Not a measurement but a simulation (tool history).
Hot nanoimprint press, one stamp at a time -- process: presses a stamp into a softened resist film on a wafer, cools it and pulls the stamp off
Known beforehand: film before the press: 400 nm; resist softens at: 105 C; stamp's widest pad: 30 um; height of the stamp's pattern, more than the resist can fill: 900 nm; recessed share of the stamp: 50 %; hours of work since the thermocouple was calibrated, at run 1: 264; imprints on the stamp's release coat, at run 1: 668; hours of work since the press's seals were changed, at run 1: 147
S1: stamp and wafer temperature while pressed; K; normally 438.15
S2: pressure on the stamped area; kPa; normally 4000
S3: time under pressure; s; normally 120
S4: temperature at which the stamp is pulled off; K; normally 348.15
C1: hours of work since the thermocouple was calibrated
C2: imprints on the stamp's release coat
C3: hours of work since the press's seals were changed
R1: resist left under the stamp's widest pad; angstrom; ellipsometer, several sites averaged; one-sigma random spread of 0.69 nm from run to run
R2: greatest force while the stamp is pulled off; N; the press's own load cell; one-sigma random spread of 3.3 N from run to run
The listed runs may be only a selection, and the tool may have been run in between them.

run   hour      S1    S2   S3      S4   C1    C2   C3    R1   R2
  1    0.0  438.15  4000  120  348.15  264   668  147  1559  181
  2   19.6  438.15  4000  120  348.15  273   703  156  1560  179
  3   39.5  438.15  4000  120  348.15  283   737  166  1549  180
  4   68.3  440.15  4000  120  348.15  298   788  180  1453  176
  5   96.2  440.15  4000  120  348.15  311   837  194  1443  186
  6  122.0  440.15  4000  120  348.15  324   882  207  1450  186
  7  137.0  440.15  4000   67  348.15  332   908  214  1837  182
  8  152.3  440.15  4000   67  348.15  339   934  222  1842  182
  9  171.9  438.15  4000  120  341.15  349   969  232  1551  203
 10  187.2  438.15  3680  120  348.15  356   995  239  1603  184
 11  205.5  433.15  3680  120  348.15  366  1027  248  1910  190

Run 12 comes next. What will it give?
 12  218.8  430.15  4780  65  348.15  372  1051  255   ?   ?

{"run 12": {"R1": 2377, "R2": 192}}
Minus the tool's unlogged condition, the same run would have read R1 2450 angstrom, R2 160 N.
